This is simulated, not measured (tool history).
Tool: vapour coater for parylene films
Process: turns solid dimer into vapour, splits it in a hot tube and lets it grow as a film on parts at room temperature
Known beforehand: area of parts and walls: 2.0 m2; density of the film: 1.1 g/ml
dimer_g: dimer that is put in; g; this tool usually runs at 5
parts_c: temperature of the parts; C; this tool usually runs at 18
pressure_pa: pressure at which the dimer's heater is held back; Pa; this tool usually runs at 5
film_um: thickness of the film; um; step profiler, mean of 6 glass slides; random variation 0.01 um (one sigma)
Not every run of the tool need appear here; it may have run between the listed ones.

{"run": 1, "day": 0.0, "dimer_g": 5, "parts_c": 18, "pressure_pa": 5, "film_um": 1.16}
{"run": 2, "day": 2.671, "dimer_g": 5, "parts_c": 18, "pressure_pa": 5, "film_um": 1.15}
{"run": 3, "day": 4.525, "dimer_g": 5, "parts_c": 18, "pressure_pa": 5, "film_um": 1.17}
{"run": 4, "day": 7.421, "dimer_g": 5, "parts_c": 18, "pressure_pa": 5, "film_um": 1.17}
{"run": 5, "day": 8.962, "dimer_g": 5, "parts_c": 18, "pressure_pa": 3.61, "film_um": 1.25}
{"run": 6, "day": 11.496, "dimer_g": 5, "parts_c": 18, "pressure_pa": 3.61, "film_um": 1.24}
{"run": 7, "day": 12.967, "dimer_g": 5, "parts_c": 18, "pressure_pa": 3.61, "film_um": 1.23}
{"run": 8, "day": 15.658, "dimer_g": 5, "parts_c": 18, "pressure_pa": 3.61, "film_um": 1.24}
{"run": 9, "day": 16.979, "dimer_g": 5, "parts_c": 21, "pressure_pa": 3.61, "film_um": 1.1}
{"run": 10, "day": 19.692, "dimer_g": 5, "parts_c": 21, "pressure_pa": 9.35, "film_um": 0.93}
{"run": 11, "day": 21.0, "dimer_g": 5, "parts_c": 14, "pressure_pa": 5, "film_um": 1.38}
{"run": 12, "day": 22.329, "dimer_g": 5, "parts_c": 14, "pressure_pa": 5, "film_um": 1.37}
{"run": 13, "day": 24.3, "dimer_g": 5, "parts_c": 14, "pressure_pa": 5, "film_um": 1.37}
{"run": 14, "day": 25.904, "dimer_g": 5, "parts_c": 18, "pressure_pa": 5, "film_um": 1.17}
{"run": 15, "day": 27.379, "dimer_g": 5, "parts_c": 18, "pressure_pa": 5, "film_um": 1.16}
{"run": 16, "day": 28.617, "dimer_g": 5, "parts_c": 18, "pressure_pa": 5, "film_um": 1.16}
{"run": 17, "day": 30.562, "dimer_g": 5, "parts_c": 18, "pressure_pa": 5, "film_um": 1.16}
{"run": 18, "day": 33.5, "dimer_g": 5, "parts_c": 18, "pressure_pa": 8.18, "film_um": 1.06}
{"run": 19, "day": 36.0, "dimer_g": 5, "parts_c": 19, "pressure_pa": 5, "film_um": 1.1}
{"run": 20, "day": 37.492, "dimer_g": 5, "parts_c": 18, "pressure_pa": 5, "film_um": 1.15}
{"run": 21, "day": 40.558, "dimer_g": 5, "parts_c": 18, "pressure_pa": 5, "film_um": 1.17}
{"run": 22, "day": 43.188, "dimer_g": 5, "parts_c": 18, "pressure_pa": 5, "film_um": 1.16}
{"run": 23, "day": 44.808, "dimer_g": 5, "parts_c": 18, "pressure_pa": 5, "film_um": 1.17}
{"run": 24, "day": 47.542, "dimer_g": 7, "parts_c": 17, "pressure_pa": 5.6, "film_um": 1.66}
{"day": 47.912, "done": "trap's valve overhauled"}
{"run": 25, "day": 49.025, "dimer_g": 7, "parts_c": 17, "pressure_pa": 5.6, "film_um": 1.67}
{"run": 26, "day": 50.829, "dimer_g": 6, "parts_c": 17, "pressure_pa": 3.58, "film_um": 1.57}
{"run": 27, "day": 53.85, "dimer_g": 6, "parts_c": 17, "pressure_pa": 3.58, "film_um": 1.54}
{"run": 28, "day": 56.608, "dimer_g": 6, "parts_c": 10, "pressure_pa": 2.92, "film_um": 2.13}
{"day": 56.975, "done": "table's thermometer calibrated"}
{"run": 29, "day": 58.9, "dimer_g": 5, "parts_c": 20, "pressure_pa": 7.31, "film_um": 1.01}
{"run": 30, "day": 60.25, "dimer_g": 5, "parts_c": 20, "pressure_pa": 7.31, "film_um": 1}
{"run": 31, "day": 62.171, "dimer_g": 5, "parts_c": 20, "pressure_pa": 7.31, "film_um": 1}
{"run": 32, "day": 64.583, "dimer_g": 4, "parts_c": 17, "pressure_pa": 2.89, "film_um": 1.08}
{"run": 33, "day": 67.446, "dimer_g": 4, "parts_c": 18, "pressure_pa": 2.89, "film_um": 1.04}
{"run": 34, "day": 69.021, "dimer_g": 6, "parts_c": 20, "pressure_pa": 2.3, "film_um": 1.48}
{"run": 35, "day": 71.504, "dimer_g": 6, "parts_c": 19, "pressure_pa": 3.63, "film_um": 1.41}
{"run": 36, "day": 74.008, "dimer_g": 6, "parts_c": 13, "pressure_pa": 2.31, "film_um": 1.99}
{"run": 37, "day": 76.725, "dimer_g": 5, "parts_c": 18, "pressure_pa": 5.26, "film_um": 1.17}
{"run": 38, "day": 79.729, "dimer_g": 3, "parts_c": 28, "pressure_pa": 3.88, "film_um": 0.47}
{"run": 39, "day": 81.967, "dimer_g": 3, "parts_c": 23, "pressure_pa": 3.88, "film_um": 0.59}
{"run": 40, "day": 84.825, "dimer_g": 2, "parts_c": 14, "pressure_pa": 5.46, "film_um": 0.52}
{"run": 41, "day": 86.538, "dimer_g": 4, "parts_c": 14, "pressure_pa": 5.46, "film_um": 1.09}
{"run": 42, "day": 88.162, "dimer_g": 4, "parts_c": 14, "pressure_pa": 5.46, "film_um": 1.08}

Run 43 has not been measured yet. What should we expect?
{"run": 43, "day": 90.412, "dimer_g": 4, "parts_c": 14, "pressure_pa": 5.46, "film_um": "?"}

film_um: 1.07 um
Had the tool carried no hidden state, the very same run would have given film_um 1.07 um.
